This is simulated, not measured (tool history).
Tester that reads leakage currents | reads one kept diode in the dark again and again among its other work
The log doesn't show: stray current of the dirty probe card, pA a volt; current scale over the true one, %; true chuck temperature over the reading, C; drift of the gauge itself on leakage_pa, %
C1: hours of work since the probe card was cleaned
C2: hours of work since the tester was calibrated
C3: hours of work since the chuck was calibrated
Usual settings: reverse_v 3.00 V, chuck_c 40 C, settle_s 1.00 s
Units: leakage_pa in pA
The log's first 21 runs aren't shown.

run 22 hour=1335.2 | reverse_v=3.79 chuck_c=33 settle_s=0.87 | C1=1948 C2=3902 C3=73 | leakage_pa=227.15
run 23 hour=1398.4 | reverse_v=3.79 chuck_c=33 settle_s=1.26 | C1=1998 C2=3952 C3=123 | leakage_pa=225.78
run 24 hour=1448.5 | reverse_v=2.83 chuck_c=23 settle_s=3.59 | C1=2037 C2=3991 C3=162 | leakage_pa=92.94
run 25 hour=1534.6 | reverse_v=2.83 chuck_c=23 settle_s=3.59 | C1=2105 C2=4059 C3=230 | leakage_pa=93.15
run 26 hour=1572.6 | reverse_v=2.30 chuck_c=23 settle_s=9.62 | C1=2135 C2=4089 C3=260 | leakage_pa=85.88
run 27 hour=1654.9 | reverse_v=2.30 chuck_c=23 settle_s=9.62 | C1=2200 C2=4154 C3=325 | leakage_pa=85.62
run 28 hour=1707.0 | reverse_v=2.30 chuck_c=23 settle_s=9.62 | C1=2241 C2=4195 C3=366 | leakage_pa=85.99
run 29 hour=1764.4 | reverse_v=2.70 chuck_c=32 settle_s=0.78 | C1=2286 C2=4240 C3=411 | leakage_pa=186.01
run 30 hour=1824.9 | reverse_v=3.00 chuck_c=38 settle_s=1.00 | C1=2334 C2=4288 C3=459 | leakage_pa=304.97
run 31 hour=1892.6 | reverse_v=11.98 chuck_c=35 settle_s=1.00 | C1=2387 C2=4341 C3=512 | leakage_pa=419.35

Forecast each of these 3 alternatives for the next run:
run A hour=1946.5 | reverse_v=4.72 chuck_c=42 settle_s=0.33 | C1=2430 C2=4384 C3=555 | leakage_pa=?
run B hour=1946.5 | reverse_v=11.98 chuck_c=24 settle_s=2.06 | C1=2430 C2=4384 C3=555 | leakage_pa=?
run C hour=1946.5 | reverse_v=3.53 chuck_c=40 settle_s=1.00 | C1=2430 C2=4384 C3=555 | leakage_pa=?

run=A leakage_pa=487.50
run=B leakage_pa=182.14
run=C leakage_pa=376.70
Without the tool's hidden state the same runs would have given:
run=A leakage_pa=464.57
run=B leakage_pa=170.23
run=C leakage_pa=358.89
